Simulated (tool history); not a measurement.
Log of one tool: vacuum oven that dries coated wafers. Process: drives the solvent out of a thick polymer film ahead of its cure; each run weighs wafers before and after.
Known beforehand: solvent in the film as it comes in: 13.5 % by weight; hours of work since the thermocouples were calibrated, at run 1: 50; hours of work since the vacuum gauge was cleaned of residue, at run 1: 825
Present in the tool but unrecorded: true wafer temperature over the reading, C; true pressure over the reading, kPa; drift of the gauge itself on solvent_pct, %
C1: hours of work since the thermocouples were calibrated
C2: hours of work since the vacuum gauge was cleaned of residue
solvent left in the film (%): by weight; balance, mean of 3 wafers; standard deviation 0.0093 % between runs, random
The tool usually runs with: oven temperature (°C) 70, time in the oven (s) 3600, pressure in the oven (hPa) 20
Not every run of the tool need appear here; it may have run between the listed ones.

{"run": 1, "hour": 0.0, "oven temperature (°C)": 70, "time in the oven (s)": 3600, "pressure in the oven (hPa)": 20, "C1": 50, "C2": 825, "solvent left in the film (%)": 1.745}
{"run": 2, "hour": 53.9, "oven temperature (°C)": 70, "time in the oven (s)": 3600, "pressure in the oven (hPa)": 13.7, "C1": 81, "C2": 856, "solvent left in the film (%)": 1.52}
{"run": 3, "hour": 137.2, "oven temperature (°C)": 70, "time in the oven (s)": 3600, "pressure in the oven (hPa)": 13.7, "C1": 129, "C2": 904, "solvent left in the film (%)": 1.518}
{"run": 4, "hour": 202.4, "oven temperature (°C)": 70, "time in the oven (s)": 3600, "pressure in the oven (hPa)": 13.7, "C1": 167, "C2": 942, "solvent left in the film (%)": 1.503}
{"run": 5, "hour": 281.9, "oven temperature (°C)": 70, "time in the oven (s)": 3600, "pressure in the oven (hPa)": 65.9, "C1": 213, "C2": 988, "solvent left in the film (%)": 3.328}
{"run": 6, "hour": 362.8, "oven temperature (°C)": 70, "time in the oven (s)": 3600, "pressure in the oven (hPa)": 65.9, "C1": 260, "C2": 1034, "solvent left in the film (%)": 3.294}
{"run": 7, "hour": 448.0, "oven temperature (°C)": 70, "time in the oven (s)": 3600, "pressure in the oven (hPa)": 20, "C1": 309, "C2": 1084, "solvent left in the film (%)": 1.692}
{"run": 8, "hour": 503.5, "oven temperature (°C)": 70, "time in the oven (s)": 3600, "pressure in the oven (hPa)": 41.3, "C1": 341, "C2": 1116, "solvent left in the film (%)": 2.44}
{"run": 9, "hour": 550.4, "oven temperature (°C)": 70, "time in the oven (s)": 3600, "pressure in the oven (hPa)": 79.4, "C1": 368, "C2": 1143, "solvent left in the film (%)": 3.73}
{"run": 10, "hour": 591.9, "oven temperature (°C)": 70, "time in the oven (s)": 3600, "pressure in the oven (hPa)": 79.4, "C1": 392, "C2": 1167, "solvent left in the film (%)": 3.738}
{"run": 11, "hour": 682.3, "oven temperature (°C)": 70, "time in the oven (s)": 3600, "pressure in the oven (hPa)": 79.4, "C1": 444, "C2": 1219, "solvent left in the film (%)": 3.687}
{"run": 12, "hour": 748.6, "oven temperature (°C)": 70, "time in the oven (s)": 3600, "pressure in the oven (hPa)": 79.4, "C1": 482, "C2": 1257, "solvent left in the film (%)": 3.694}
{"run": 13, "hour": 818.4, "oven temperature (°C)": 59, "time in the oven (s)": 3600, "pressure in the oven (hPa)": 20, "C1": 522, "C2": 1297, "solvent left in the film (%)": 3.682}
{"run": 14, "hour": 901.7, "oven temperature (°C)": 70, "time in the oven (s)": 1920, "pressure in the oven (hPa)": 20, "C1": 571, "C2": 1345, "solvent left in the film (%)": 3.477}

Predict the results of run 15:
{"run": 15, "hour": 986.3, "oven temperature (°C)": 64, "time in the oven (s)": 2160, "pressure in the oven (hPa)": 11.5, "C1": 619, "C2": 1394, "solvent left in the film (%)": "?"}

{"run 15": {"solvent left in the film (%)": 4.025}}
Had the tool carried no hidden state, the very same run would have given solvent left in the film (%) 4.26.
